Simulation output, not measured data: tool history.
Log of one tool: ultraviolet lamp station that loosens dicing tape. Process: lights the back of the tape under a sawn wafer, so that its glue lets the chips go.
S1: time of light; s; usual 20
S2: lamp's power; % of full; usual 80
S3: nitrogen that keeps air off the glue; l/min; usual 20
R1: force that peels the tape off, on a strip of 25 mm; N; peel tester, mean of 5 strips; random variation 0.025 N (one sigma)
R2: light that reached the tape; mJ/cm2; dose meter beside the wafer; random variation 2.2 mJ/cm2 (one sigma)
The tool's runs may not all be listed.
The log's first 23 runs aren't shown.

run 24 hour=475.1 | S1=20 S2=80 S3=18 | R1=2.143 R2=149
run 25 hour=505.5 | S1=10 S2=80 S3=10 | R1=5.533 R2=77
run 26 hour=520.9 | S1=30 S2=66 S3=12 | R1=1.824 R2=181
-- hour=529.2 lamp changed
run 27 hour=534.8 | S1=20 S2=95 S3=10 | R1=1.398 R2=218
run 28 hour=558.3 | S1=38 S2=94 S3=20 | R1=0.285 R2=408
run 29 hour=581.2 | S1=38 S2=94 S3=20 | R1=0.296 R2=413
run 30 hour=607.3 | S1=13 S2=61 S3=27 | R1=3.823 R2=90
run 31 hour=637.7 | S1=13 S2=61 S3=27 | R1=3.938 R2=94
-- hour=665.1 window cleaned of glue's vapour
run 32 hour=668.9 | S1=20 S2=80 S3=13 | R1=1.538 R2=190
run 33 hour=685 | S1=20 S2=80 S3=13 | R1=1.591 R2=191
run 34 hour=702.4 | S1=20 S2=80 S3=13 | R1=1.604 R2=187
run 35 hour=726.6 | S1=20 S2=64 S3=8 | R1=2.908 R2=152
run 36 hour=742.4 | S1=27 S2=77 S3=6 | R1=1.482 R2=243

3 ways to go on from here, each from the tool as it stands after run 36. What would each give?
run A hour=755.1 | S1=23 S2=71 S3=8 | R1=? R2=?
run B hour=755.1 | S1=19 S2=83 S3=9 | R1=? R2=?
run C hour=755.1 | S1=20 S2=95 S3=20 | R1=? R2=?

run=A R1=1.914 R2=190
run=B R1=2.127 R2=185
run=C R1=1.035 R2=219
Without the tool's hidden state the same runs would have given:
run=A R1=1.691 R2=204
run=B R1=1.881 R2=199
run=C R1=0.884 R2=236

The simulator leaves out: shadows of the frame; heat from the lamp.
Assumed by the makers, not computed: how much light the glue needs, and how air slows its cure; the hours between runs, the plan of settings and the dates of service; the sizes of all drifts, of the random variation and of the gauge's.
